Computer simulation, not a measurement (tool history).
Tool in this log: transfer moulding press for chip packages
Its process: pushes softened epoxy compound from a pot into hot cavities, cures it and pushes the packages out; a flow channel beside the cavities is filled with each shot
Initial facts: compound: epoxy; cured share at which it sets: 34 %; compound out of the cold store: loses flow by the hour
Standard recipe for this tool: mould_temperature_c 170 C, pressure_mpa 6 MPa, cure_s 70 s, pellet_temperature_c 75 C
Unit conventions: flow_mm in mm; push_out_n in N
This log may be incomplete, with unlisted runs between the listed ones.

| run | hour | mould_temperature_c | pressure_mpa | cure_s | pellet_temperature_c | incoming compound's hours out of the cold store | flow_mm | push_out_n |
|---|---|---|---|---|---|---|---|---|
| 1 | 0 | 170 | 6 | 70 | 75 | 43.8 | 559 | 372 |
| 2 | 13 | 170 | 6 | 70 | 75 | 29.6 | 606 | 446 |
| 3 | 26.7 | 170 | 6 | 70 | 75 | 16.9 | 650 | 548 |
| 4 | 37 | 170 | 5.26 | 70 | 75 | 13.8 | 615 | 591 |
| 5 | 51.9 | 170 | 5.26 | 70 | 75 | 36.7 | 543 | 567 |
|  | 65.3 | cavities cleaned with cleaning compound and waxed |
| 6 | 70.6 | 170 | 6 | 70 | 71 | 19.2 | 635 | 736 |
| 7 | 81.5 | 170 | 6 | 70 | 79 | 27.6 | 605 | 714 |
| 8 | 96.2 | 170 | 6 | 70 | 79 | 22.7 | 623 | 718 |
| 9 | 113.4 | 170 | 6 | 70 | 79 | 23 | 620 | 762 |
| 10 | 126 | 170 | 6 | 99 | 79 | 21.2 | 625 | 616 |
|  | 131 | cavities cleaned with cleaning compound and waxed |
|  | 136.1 | cavities cleaned with cleaning compound and waxed, once more |
| 11 | 147.5 | 178 | 6 | 70 | 75 | 41.3 | 549 | 387 |
| 12 | 158.6 | 178 | 6 | 70 | 75 | 32 | 578 | 432 |
| 13 | 173.7 | 170 | 6 | 70 | 75 | 47.6 | 538 | 550 |
| 14 | 186.1 | 170 | 6 | 70 | 75 | 11.7 | 652 | 604 |
|  | 200.9 | cavities cleaned with cleaning compound and waxed |
| 15 | 202.1 | 166 | 4.54 | 70 | 75 | 17.7 | 553 | 501 |
| 16 | 216.7 | 166 | 5.15 | 70 | 75 | 24 | 567 | 560 |
|  | 222.1 | plunger's sealing rings changed |
| 17 | 236.8 | 166 | 5.15 | 70 | 75 | 41 | 544 | 615 |
| 18 | 250 | 176 | 5.65 | 105 | 76 | 11.7 | 656 | 499 |
| 19 | 260.8 | 178 | 6.08 | 70 | 75 | 18.8 | 647 | 515 |
|  | 269.6 | cavities cleaned with cleaning compound and waxed |
| 20 | 279.1 | 177 | 6 | 70 | 75 | 27.9 | 608 | 380 |
| 21 | 287.9 | 163 | 6.72 | 70 | 75 | 14.9 | 720 | 784 |
| 22 | 306.3 | 163 | 6.72 | 70 | 75 | 8.4 | 740 | 932 |
| 23 | 319.3 | 170 | 6 | 70 | 80 | 27.2 | 619 | 594 |
|  | 335.7 | cavities cleaned with cleaning compound and waxed |
| 24 | 336.9 | 170 | 6 | 92 | 66 | 47.3 | 557 | 334 |
| 25 | 355.5 | 170 | 6 | 52 | 85 | 45.6 | 561 | 806 |
| 26 | 364.3 | 170 | 5.5 | 102 | 69 | 11.8 | 645 | 447 |
| 27 | 374.1 | 167 | 5.5 | 102 | 67 | 12 | 650 | 482 |

Selected run-to-run steps in flow_mm, each split into two signed amounts: the part the tool would show with no hidden state at all (from settings, incoming material and random variation), and the remainder, which goes to the hidden state together with any gauge scatter not common to the measured and the hidden-state-free results:
The hidden state here: true mould temperature over the reading, C; pressure that reaches the compound, % of what is set; grip of the stained cavities, % over clean ones'; drift of the gauge itself on flow_mm, %; drift of the gauge itself on push_out_n, %.
Run 13 -> 14: no setting changed, nothing entered. flow_mm +114 mm: hidden state -7, all else +121.
Run 16 -> 17: plunger's sealing rings changed. flow_mm -23 mm: hidden state +29, all else -52.
Run 22 -> 23: mould_temperature_c 163 -> 170, pressure_mpa 6.72 -> 6, pellet_temperature_c 75 -> 80. flow_mm -121 mm: hidden state +1, all else -122.
